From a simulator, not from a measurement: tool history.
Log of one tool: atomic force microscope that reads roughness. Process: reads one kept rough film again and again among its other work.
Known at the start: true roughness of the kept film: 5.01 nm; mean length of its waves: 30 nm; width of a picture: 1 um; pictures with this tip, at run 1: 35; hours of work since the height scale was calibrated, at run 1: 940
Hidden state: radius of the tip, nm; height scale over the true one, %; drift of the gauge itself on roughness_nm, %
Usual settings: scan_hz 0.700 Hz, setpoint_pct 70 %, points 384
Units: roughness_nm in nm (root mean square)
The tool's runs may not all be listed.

run,hour,scan_hz,setpoint_pct,points,pictures with this tip,hours of work since the height scale was calibrated,roughness_nm
1,0.0,0.700,70,384,35,940,3.900
2,74.4,3.487,70,384,158,986,3.363
# hour 133.4: new tip fitted
3,147.8,3.487,70,384,23,1030,3.415
4,191.6,0.898,70,384,96,1057,3.892
5,251.5,0.700,70,384,195,1094,3.920
# hour 287.7: new tip fitted
6,313.7,0.700,70,384,43,1132,3.907
7,387.1,0.700,70,384,164,1176,3.909
# hour 441.8: new tip fitted
8,444.1,2.493,70,384,4,1211,3.558
9,511.6,2.493,70,384,115,1252,3.552
10,562.0,3.342,74,300,198,1283,3.228
# hour 595.3: new tip fitted
11,626.8,3.342,74,300,52,1322,3.240
12,676.5,1.438,70,378,134,1353,3.763
13,726.3,1.438,70,378,217,1383,3.767
# hour 751.1: new tip fitted
14,770.6,0.611,86,506,32,1410,3.763
15,828.7,0.611,86,506,128,1446,3.783
16,891.4,0.666,88,380,231,1484,3.688
# hour 902.9: new tip fitted
17,932.6,0.666,88,380,49,1509,3.702

Forecast each of these 5 alternatives for the next run:
A,1007.5,0.547,89,258,173,1555,?
B,1007.5,1.023,78,771,173,1555,?
C,1007.5,2.279,70,837,173,1555,?
D,1007.5,0.666,77,380,173,1555,?
E,1007.5,1.295,80,286,173,1555,?

run,roughness_nm
A,3.722
B,3.736
C,3.620
D,3.876
E,3.575
Without the tool's hidden state the same runs would have given:
run,roughness_nm
A,3.727
B,3.740
C,3.625
D,3.881
E,3.579
